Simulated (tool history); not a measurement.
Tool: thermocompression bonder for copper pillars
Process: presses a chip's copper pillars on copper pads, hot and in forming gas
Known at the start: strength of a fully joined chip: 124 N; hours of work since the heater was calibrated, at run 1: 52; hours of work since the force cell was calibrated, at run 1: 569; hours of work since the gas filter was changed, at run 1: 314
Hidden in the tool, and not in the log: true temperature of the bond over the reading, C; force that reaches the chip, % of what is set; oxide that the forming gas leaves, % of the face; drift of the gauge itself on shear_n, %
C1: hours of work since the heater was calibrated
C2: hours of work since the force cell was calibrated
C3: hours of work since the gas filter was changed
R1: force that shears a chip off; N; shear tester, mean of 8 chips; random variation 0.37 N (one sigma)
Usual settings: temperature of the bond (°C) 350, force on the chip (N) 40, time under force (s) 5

Run 1, day 0.000: usual settings; C1 52; C2 569; C3 314. Result: R1 81.3 N.
Run 2, day 1.338: usual settings but force on the chip (N) 58; C1 77; C2 594; C3 339. Result: R1 95.5 N.
At day 2.225: forming gas filter changed.
Run 3, day 2.871: usual settings but force on the chip (N) 58; C1 106; C2 622; C3 12. Result: R1 99.4 N.
Run 4, day 4.104: usual settings but force on the chip (N) 58; C1 129; C2 646; C3 35. Result: R1 99.1 N.
Run 5, day 6.150: usual settings but force on the chip (N) 58; C1 168; C2 684; C3 74. Result: R1 98.5 N.
Run 6, day 7.479: usual settings but force on the chip (N) 58; C1 193; C2 710; C3 99. Result: R1 98.0 N.
Run 7, day 9.117: usual settings but force on the chip (N) 58; C1 224; C2 741; C3 130. Result: R1 98.2 N.
Run 8, day 11.483: usual settings but time under force (s) 11; C1 269; C2 785; C3 175. Result: R1 99.8 N.
Run 9, day 13.271: usual settings but time under force (s) 11; C1 303; C2 819; C3 209. Result: R1 98.4 N.
Run 10, day 15.996: usual settings; C1 354; C2 871; C3 260. Result: R1 83.2 N.
Run 11, day 17.108: usual settings but temperature of the bond (°C) 335; C1 375; C2 892; C3 281. Result: R1 76.7 N.
Run 12, day 18.958: usual settings but temperature of the bond (°C) 320; C1 410; C2 927; C3 316. Result: R1 70.2 N.
At day 20.971: forming gas filter changed.
Run 13, day 21.196: usual settings but temperature of the bond (°C) 320; C1 452; C2 968; C3 4. Result: R1 72.2 N.
At day 22.579: force cell calibrated.
Run 14, day 23.738: usual settings but temperature of the bond (°C) 320; C1 499; C2 22; C3 51. Result: R1 70.3 N.
Run 15, day 25.621: usual settings but temperature of the bond (°C) 320; C1 534; C2 58; C3 87. Result: R1 70.4 N.
Run 16, day 26.912: usual settings but temperature of the bond (°C) 338; C1 559; C2 82; C3 111. Result: R1 78.2 N.
Run 17, day 28.600: usual settings but temperature of the bond (°C) 338, force on the chip (N) 56; C1 591; C2 114; C3 143. Result: R1 92.6 N.
Run 18, day 29.950: usual settings but temperature of the bond (°C) 338, force on the chip (N) 56; C1 616; C2 139; C3 169. Result: R1 92.7 N.
Run 19, day 31.558: usual settings but temperature of the bond (°C) 338, force on the chip (N) 56; C1 647; C2 170; C3 199. Result: R1 91.9 N.
Run 20, day 33.275: usual settings but temperature of the bond (°C) 338, force on the chip (N) 56; C1 679; C2 202; C3 231. Result: R1 91.4 N.
Run 21, day 34.425: usual settings but temperature of the bond (°C) 338, force on the chip (N) 50, time under force (s) 7; C1 701; C2 224; C3 253. Result: R1 94.3 N.
At day 34.738: heater calibrated with a thermocouple chip.
Run 22, day 35.946: usual settings but temperature of the bond (°C) 338, force on the chip (N) 50, time under force (s) 7; C1 23; C2 251; C3 280. Result: R1 94.7 N.
Run 23, day 38.175: usual settings but temperature of the bond (°C) 338, force on the chip (N) 50, time under force (s) 7; C1 65; C2 293; C3 322. Result: R1 94.7 N.
Run 24, day 39.733: usual settings but force on the chip (N) 27; C1 94; C2 323; C3 352. Result: R1 66.7 N.
At day 39.992: forming gas filter changed.
Run 25, day 41.912: usual settings but force on the chip (N) 27; C1 135; C2 363; C3 36. Result: R1 69.4 N.
At day 43.021: heater calibrated with a thermocouple chip, once more.
Run 26, day 44.150: usual settings but force on the chip (N) 27; C1 21; C2 404; C3 77. Result: R1 66.1 N.
Run 27, day 46.688: usual settings but temperature of the bond (°C) 322, force on the chip (N) 42; C1 69; C2 452; C3 125. Result: R1 72.8 N.
Run 28, day 49.062: usual settings but temperature of the bond (°C) 322, force on the chip (N) 42; C1 114; C2 497; C3 170. Result: R1 72.8 N.
Run 29, day 50.300: usual settings but temperature of the bond (°C) 322, force on the chip (N) 42; C1 138; C2 520; C3 193. Result: R1 72.5 N.
Run 30, day 52.825: usual settings but temperature of the bond (°C) 363, force on the chip (N) 26, time under force (s) 3; C1 185; C2 568; C3 241. Result: R1 57.7 N.
Run 31, day 54.533: usual settings but temperature of the bond (°C) 363, force on the chip (N) 26, time under force (s) 3; C1 218; C2 600; C3 273. Result: R1 57.6 N.
Run 32, day 55.867: usual settings but temperature of the bond (°C) 363, force on the chip (N) 26, time under force (s) 3; C1 243; C2 626; C3 299. Result: R1 58.0 N.
Run 33, day 57.400: usual settings but temperature of the bond (°C) 347, force on the chip (N) 26, time under force (s) 10; C1 272; C2 655; C3 327. Result: R1 77.8 N.
At day 58.879: forming gas filter changed.
Run 34, day 60.042: usual settings but temperature of the bond (°C) 336, force on the chip (N) 28, time under force (s) 4; C1 321; C2 704; C3 22. Result: R1 58.6 N.
Run 35, day 61.833: usual settings but temperature of the bond (°C) 360, force on the chip (N) 24, time under force (s) 3; C1 355; C2 738; C3 56. Result: R1 56.1 N.
Run 36, day 63.158: usual settings but temperature of the bond (°C) 375, force on the chip (N) 26, time under force (s) 3; C1 380; C2 763; C3 81. Result: R1 64.2 N.
Run 37, day 65.725: usual settings but temperature of the bond (°C) 377; C1 429; C2 812; C3 129. Result: R1 94.7 N.
Run 38, day 66.846: usual settings but temperature of the bond (°C) 347, force on the chip (N) 50, time under force (s) 3; C1 450; C2 833; C3 151. Result: R1 80.8 N.

How the hidden state differs across the entries between the runs, from the last listed run before each to the first after it:
Between runs 2 and 3: forming gas filter changed (day 2.225)
  true temperature of the bond over the reading, C: 0.7 -> 0.9; force that reaches the chip, % of what is set: 104.2 -> 104.4; oxide that the forming gas leaves, % of the face: 4.33 -> 0.68
  measured less the result without the state, R1: -1.9 -> +1.8 N
Between runs 12 and 13: forming gas filter changed (day 20.971)
  true temperature of the bond over the reading, C: 3.2 -> 3.5; force that reaches the chip, % of what is set: 106.1 -> 106.4; oxide that the forming gas leaves, % of the face: 3.87 -> 0.64
  measured less the result without the state, R1: +1.6 -> +4.2 N
Between runs 13 and 14: force cell calibrated (day 22.579)
  true temperature of the bond over the reading, C: 3.5 -> 3.8; force that reaches the chip, % of what is set: 106.4 -> 101.6; oxide that the forming gas leaves, % of the face: 0.64 -> 1.16
  measured less the result without the state, R1: +4.2 -> +2.0 N
Between runs 21 and 22: heater calibrated with a thermocouple chip (day 34.738)
  true temperature of the bond over the reading, C: 5.3 -> 8.9; force that reaches the chip, % of what is set: 102.7 -> 102.9; oxide that the forming gas leaves, % of the face: 3.31 -> 3.61
  measured less the result without the state, R1: +0.5 -> +1.6 N
Between runs 24 and 25: forming gas filter changed (day 39.992)
  true temperature of the bond over the reading, C: 9.5 -> 9.8; force that reaches the chip, % of what is set: 103.3 -> 103.5; oxide that the forming gas leaves, % of the face: 4.39 -> 0.92
  measured less the result without the state, R1: +2.6 -> +5.1 N
Between runs 25 and 26: heater calibrated with a thermocouple chip, once more (day 43.021)
  true temperature of the bond over the reading, C: 9.8 -> 0.9; force that reaches the chip, % of what is set: 103.5 -> 103.7; oxide that the forming gas leaves, % of the face: 0.92 -> 1.36
  measured less the result without the state, R1: +5.1 -> +1.4 N
Between runs 33 and 34: forming gas filter changed (day 58.879)
  true temperature of the bond over the reading, C: 2.8 -> 3.2; force that reaches the chip, % of what is set: 105.2 -> 105.4; oxide that the forming gas leaves, % of the face: 3.99 -> 0.83
  measured less the result without the state, R1: +0.6 -> +3.2 N
